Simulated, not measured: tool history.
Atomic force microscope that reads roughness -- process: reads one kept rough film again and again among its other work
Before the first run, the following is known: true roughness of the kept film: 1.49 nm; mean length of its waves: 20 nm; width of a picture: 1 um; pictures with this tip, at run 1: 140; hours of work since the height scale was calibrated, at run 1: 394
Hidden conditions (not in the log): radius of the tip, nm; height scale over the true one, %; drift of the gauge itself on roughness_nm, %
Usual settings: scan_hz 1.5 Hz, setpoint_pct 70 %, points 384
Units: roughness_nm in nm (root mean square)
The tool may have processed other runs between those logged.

run     day  scan_hz  setpoint_pct  points  pictures with this tip  hours of work since the height scale was calibrated  roughness_nm
  1       0      1.5            70     384                     140                                                  394         1.246
  2   0.608      1.5            70     384                     166                                                  404          1.24
  3   1.212      1.5            70     384                     191                                                  415         1.222
  4   2.088      1.5            70     490                     228                                                  430         1.211
  5   2.496      1.5            70     800                     245                                                  437         1.204
  6   3.096      1.5            70     800                     270                                                  447         1.192
  7   3.492      1.5            70     800                     286                                                  454         1.188
  8   3.967      1.5            70     384                     306                                                  462         1.168
  9   4.642      1.5            70     384                     335                                                  474          1.16
 10   5.429      1.5            70     384                     368                                                  488         1.144
        5.9  -- new tip fitted
 11   6.242      1.5            70     384                      14                                                  501         1.312
 12   6.658      1.5            58     384                      31                                                  508         1.316
 13   7.454      1.5            58     384                      65                                                  522         1.301
 14   8.154      1.5            58     384                      94                                                  534         1.272
      8.246  -- height scale calibrated on a step standard
 15   8.588     3.99            70     342                     110                                                    6         1.184
 16   9.496     0.84            70     330                     149                                                   22         1.241
 17  10.183     1.47            57     384                     177                                                   33         1.246
 18  10.733     3.99            65     296                     200                                                   43         1.149
 19  11.271     3.99            62     607                     223                                                   52         1.184
 20  11.767     1.32            70     472                     244                                                   61         1.202
 21  12.208     1.32            70     472                     262                                                   68         1.193
 22  12.696     1.32            70     472                     283                                                   77         1.163
     13.279  -- height scale calibrated on a step standard, once more
 23  13.508     0.51            63     424                     315                                                    4         1.201
 24  13.917     0.51            63     424                     332                                                   11         1.208
 25  14.588      0.6            63     424                     360                                                   23         1.192
     15.279  -- new tip fitted
 26  15.504      0.6            63     424                      10                                                   38         1.348
 27  16.021      0.6            63     424                      31                                                   47          1.34

Forecast each of these 3 alternatives for the next run:
  A  16.533     0.71            70     384                      53                                                   56             ?
  B  16.533     1.28            56     557                      53                                                   56             ?
  C  16.533      1.5            76     717                      53                                                   56             ?

run  roughness_nm
  A          1.32
  B         1.329
  C         1.282
The same runs, with their run-to-run variation unchanged, on a tool lacking any hidden condition would have given:
run  roughness_nm
  A         1.353
  B         1.362
  C         1.314
